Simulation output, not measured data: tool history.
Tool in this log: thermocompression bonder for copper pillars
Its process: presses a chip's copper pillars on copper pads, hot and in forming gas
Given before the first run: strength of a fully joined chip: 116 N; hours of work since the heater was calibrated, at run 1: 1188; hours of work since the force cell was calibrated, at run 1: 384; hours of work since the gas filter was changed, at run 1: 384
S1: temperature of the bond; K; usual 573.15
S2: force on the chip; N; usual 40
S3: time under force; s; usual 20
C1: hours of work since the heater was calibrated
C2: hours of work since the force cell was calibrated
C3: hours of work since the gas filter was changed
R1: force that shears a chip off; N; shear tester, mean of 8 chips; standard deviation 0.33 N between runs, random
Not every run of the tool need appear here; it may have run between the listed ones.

run	hour	S1	S2	S3	C1	C2	C3	R1
1	0.0	573.15	40	20	1188	384	384	57.7
2	51.1	573.15	40	20	1221	417	417	56.9
# hour 55.5: forming gas filter changed
3	84.6	573.15	40	20	1242	438	19	60.8
4	132.2	565.15	40	20	1272	468	49	56.3
# hour 172.4: heater calibrated with a thermocouple chip
5	189.0	565.15	40	41	11	503	84	64.1
# hour 196.0: force cell calibrated
6	221.5	573.15	40	20	30	16	104	54.8
7	247.0	573.15	40	20	47	33	120	55.0
8	304.2	563.15	44	58	83	69	157	73.5
9	364.8	563.15	44	58	122	108	195	72.9
10	403.2	563.15	44	58	147	132	220	74.0
11	437.6	563.15	44	58	169	154	242	73.7
12	493.6	552.15	41	33	204	190	278	52.4
# hour 544.7: force cell calibrated, once more
13	551.7	567.15	37	33	240	4	314	56.3

Below are 4 alternative next runs, each starting from the tool's condition after run 13. Predict each:
A	592.5	573.15	45	47	267	31	340	?
B	592.5	574.15	37	33	267	31	340	?
C	592.5	567.15	40	33	267	31	340	?
D	592.5	569.15	35	20	267	31	340	?

run	R1
A	74.1
B	60.1
C	59.2
D	46.3
With no hidden state in the tool, these same runs would have given:
run	R1
A	77.1
B	62.2
C	61.3
D	47.7
